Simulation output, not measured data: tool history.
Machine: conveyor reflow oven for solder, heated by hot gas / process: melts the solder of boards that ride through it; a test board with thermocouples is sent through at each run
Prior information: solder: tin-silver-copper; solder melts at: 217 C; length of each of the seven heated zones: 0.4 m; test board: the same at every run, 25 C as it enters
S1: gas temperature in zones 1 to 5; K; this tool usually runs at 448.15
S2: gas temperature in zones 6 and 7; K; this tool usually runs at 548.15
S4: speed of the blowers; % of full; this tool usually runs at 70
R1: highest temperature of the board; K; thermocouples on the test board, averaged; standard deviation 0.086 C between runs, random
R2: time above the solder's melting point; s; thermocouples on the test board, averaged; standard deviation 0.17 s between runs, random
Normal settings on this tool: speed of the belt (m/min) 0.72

{"run": 1, "hour": 0.0, "S1": 448.15, "S2": 548.15, "speed of the belt (m/min)": 0.72, "S4": 70, "R1": 531.95, "R2": 54.4}
{"run": 2, "hour": 7.6, "S1": 448.15, "S2": 548.15, "speed of the belt (m/min)": 0.72, "S4": 70, "R1": 531.83, "R2": 54.1}
{"run": 3, "hour": 14.8, "S1": 448.15, "S2": 548.15, "speed of the belt (m/min)": 0.72, "S4": 70, "R1": 531.93, "R2": 54.1}
{"run": 4, "hour": 25.3, "S1": 448.15, "S2": 548.15, "speed of the belt (m/min)": 0.72, "S4": 70, "R1": 531.96, "R2": 54}
{"run": 5, "hour": 30.1, "S1": 448.15, "S2": 548.15, "speed of the belt (m/min)": 0.736, "S4": 70, "R1": 531.09, "R2": 52.6}
{"run": 6, "hour": 38.0, "S1": 448.15, "S2": 548.15, "speed of the belt (m/min)": 0.736, "S4": 70, "R1": 531.11, "R2": 52.4}
{"run": 7, "hour": 44.7, "S1": 448.15, "S2": 548.15, "speed of the belt (m/min)": 0.736, "S4": 70, "R1": 531.11, "R2": 52.6}
{"run": 8, "hour": 54.0, "S1": 448.15, "S2": 548.15, "speed of the belt (m/min)": 0.72, "S4": 70, "R1": 531.79, "R2": 53.9}
{"run": 9, "hour": 61.1, "S1": 448.15, "S2": 548.15, "speed of the belt (m/min)": 0.72, "S4": 70, "R1": 531.65, "R2": 54.2}
{"hour": 65.7, "done": "belt drive overhauled, speed set with a stopwatch"}
{"run": 10, "hour": 70.2, "S1": 448.15, "S2": 548.15, "speed of the belt (m/min)": 0.72, "S4": 70, "R1": 531.73, "R2": 54}
{"run": 11, "hour": 80.2, "S1": 448.15, "S2": 548.15, "speed of the belt (m/min)": 0.72, "S4": 70, "R1": 531.72, "R2": 54.4}
{"run": 12, "hour": 85.1, "S1": 448.15, "S2": 548.15, "speed of the belt (m/min)": 0.72, "S4": 87, "R1": 535.18, "R2": 56.7}
{"run": 13, "hour": 91.5, "S1": 448.15, "S2": 548.15, "speed of the belt (m/min)": 0.72, "S4": 87, "R1": 535.25, "R2": 56.6}
{"run": 14, "hour": 96.9, "S1": 448.15, "S2": 548.15, "speed of the belt (m/min)": 0.72, "S4": 87, "R1": 535.19, "R2": 56.6}
{"run": 15, "hour": 103.8, "S1": 433.15, "S2": 548.15, "speed of the belt (m/min)": 0.72, "S4": 87, "R1": 533.16, "R2": 51.7}
{"hour": 116.3, "done": "belt drive overhauled, speed set with a stopwatch, once more"}
{"run": 16, "hour": 116.4, "S1": 433.15, "S2": 548.15, "speed of the belt (m/min)": 0.72, "S4": 87, "R1": 532.67, "R2": 50.6}
{"run": 17, "hour": 124.7, "S1": 442.15, "S2": 536.15, "speed of the belt (m/min)": 0.593, "S4": 69, "R1": 524.9, "R2": 59.7}
{"run": 18, "hour": 131.6, "S1": 453.15, "S2": 562.15, "speed of the belt (m/min)": 0.823, "S4": 70, "R1": 538.9, "R2": 50.9}
{"run": 19, "hour": 142.2, "S1": 448.15, "S2": 545.15, "speed of the belt (m/min)": 0.72, "S4": 53, "R1": 523.35, "R2": 47.1}
{"hour": 154.8, "done": "flux residue cleaned out of gas plates and filters"}
{"run": 20, "hour": 157.7, "S1": 448.15, "S2": 545.15, "speed of the belt (m/min)": 0.72, "S4": 53, "R1": 524.78, "R2": 48.8}
{"run": 21, "hour": 168.0, "S1": 437.15, "S2": 559.15, "speed of the belt (m/min)": 0.72, "S4": 78, "R1": 542.79, "R2": 56.4}
{"run": 22, "hour": 174.6, "S1": 437.15, "S2": 559.15, "speed of the belt (m/min)": 0.72, "S4": 78, "R1": 542.73, "R2": 56}
{"run": 23, "hour": 182.3, "S1": 442.15, "S2": 553.15, "speed of the belt (m/min)": 0.616, "S4": 71, "R1": 541.39, "R2": 66.7}
{"run": 24, "hour": 192.4, "S1": 442.15, "S2": 553.15, "speed of the belt (m/min)": 0.616, "S4": 71, "R1": 541.36, "R2": 66.7}
{"run": 25, "hour": 198.3, "S1": 442.15, "S2": 553.15, "speed of the belt (m/min)": 0.616, "S4": 71, "R1": 541.17, "R2": 66.9}

Estimate the outcome of run 26 from the log above:
{"run": 26, "hour": 206.3, "S1": 442.15, "S2": 553.15, "speed of the belt (m/min)": 0.616, "S4": 71, "R1": "?", "R2": "?"}

{"run 26": {"R1": 541.22, "R2": 66.6}}
With no hidden state in the tool, this same run would have given R1 540.97 K, R2 66.6 s.
